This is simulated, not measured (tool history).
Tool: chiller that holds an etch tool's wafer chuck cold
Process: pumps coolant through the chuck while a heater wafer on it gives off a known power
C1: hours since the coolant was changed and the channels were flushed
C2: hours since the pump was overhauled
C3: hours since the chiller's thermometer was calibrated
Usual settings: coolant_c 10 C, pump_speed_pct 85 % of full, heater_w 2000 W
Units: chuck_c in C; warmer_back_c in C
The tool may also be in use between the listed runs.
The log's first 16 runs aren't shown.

run 17 day=17.888 | coolant_c=4 pump_speed_pct=61 heater_w=2921 | C1=1373 C2=1162 C3=2288 | chuck_c=29.4 warmer_back_c=8.53
-- day=19.062 gauge calibrated
run 18 day=19.496 | coolant_c=1 pump_speed_pct=85 heater_w=2000 | C1=1412 C2=1200 C3=2326 | chuck_c=14.2 warmer_back_c=4.02
run 19 day=21.104 | coolant_c=4 pump_speed_pct=80 heater_w=2000 | C1=1450 C2=1239 C3=2365 | chuck_c=17.8 warmer_back_c=4.26
run 20 day=22.792 | coolant_c=4 pump_speed_pct=80 heater_w=2000 | C1=1491 C2=1279 C3=2406 | chuck_c=17.9 warmer_back_c=4.3
run 21 day=23.838 | coolant_c=4 pump_speed_pct=80 heater_w=2000 | C1=1516 C2=1304 C3=2431 | chuck_c=18 warmer_back_c=4.35
run 22 day=24.975 | coolant_c=4 pump_speed_pct=80 heater_w=2000 | C1=1543 C2=1332 C3=2458 | chuck_c=18 warmer_back_c=4.3
run 23 day=26.171 | coolant_c=4 pump_speed_pct=80 heater_w=2000 | C1=1572 C2=1360 C3=2487 | chuck_c=18 warmer_back_c=4.36
run 24 day=27.296 | coolant_c=4 pump_speed_pct=78 heater_w=2000 | C1=1599 C2=1387 C3=2514 | chuck_c=18.2 warmer_back_c=4.47
run 25 day=28.746 | coolant_c=4 pump_speed_pct=78 heater_w=2000 | C1=1634 C2=1422 C3=2548 | chuck_c=18.1 warmer_back_c=4.49
run 26 day=29.658 | coolant_c=4 pump_speed_pct=78 heater_w=2000 | C1=1656 C2=1444 C3=2570 | chuck_c=18.1 warmer_back_c=4.52
run 27 day=30.396 | coolant_c=10 pump_speed_pct=65 heater_w=1327 | C1=1673 C2=1462 C3=2588 | chuck_c=21 warmer_back_c=3.62
run 28 day=31.492 | coolant_c=2 pump_speed_pct=70 heater_w=2777 | C1=1700 C2=1488 C3=2614 | chuck_c=23.5 warmer_back_c=6.93
run 29 day=32.712 | coolant_c=2 pump_speed_pct=82 heater_w=2574 | C1=1729 C2=1517 C3=2644 | chuck_c=19.4 warmer_back_c=5.49
run 30 day=34.229 | coolant_c=10 pump_speed_pct=96 heater_w=1822 | C1=1765 C2=1554 C3=2680 | chuck_c=20.9 warmer_back_c=3.41
run 31 day=35.454 | coolant_c=15 pump_speed_pct=93 heater_w=2094 | C1=1795 C2=1583 C3=2709 | chuck_c=27.8 warmer_back_c=4.01
run 32 day=37.062 | coolant_c=10 pump_speed_pct=85 heater_w=2693 | C1=1833 C2=1622 C3=2748 | chuck_c=27.8 warmer_back_c=5.64

3 ways to go on from here, each from the tool as it stands after run 32. What would each give?
run A day=38.346 | coolant_c=6 pump_speed_pct=93 heater_w=1305 | C1=1864 C2=1653 C3=2779 | chuck_c=? warmer_back_c=?
run B day=38.346 | coolant_c=10 pump_speed_pct=85 heater_w=2191 | C1=1864 C2=1653 C3=2779 | chuck_c=? warmer_back_c=?
run C day=38.346 | coolant_c=17 pump_speed_pct=61 heater_w=1225 | C1=1864 C2=1653 C3=2779 | chuck_c=? warmer_back_c=?

run=A chuck_c=14.1 warmer_back_c=2.6
run=B chuck_c=24.3 warmer_back_c=4.6
run=C chuck_c=27.6 warmer_back_c=3.7
Without the tool's hidden state the same runs would have given:
run=A chuck_c=14.1 warmer_back_c=2.42
run=B chuck_c=24.3 warmer_back_c=4.41
run=C chuck_c=27.6 warmer_back_c=3.52
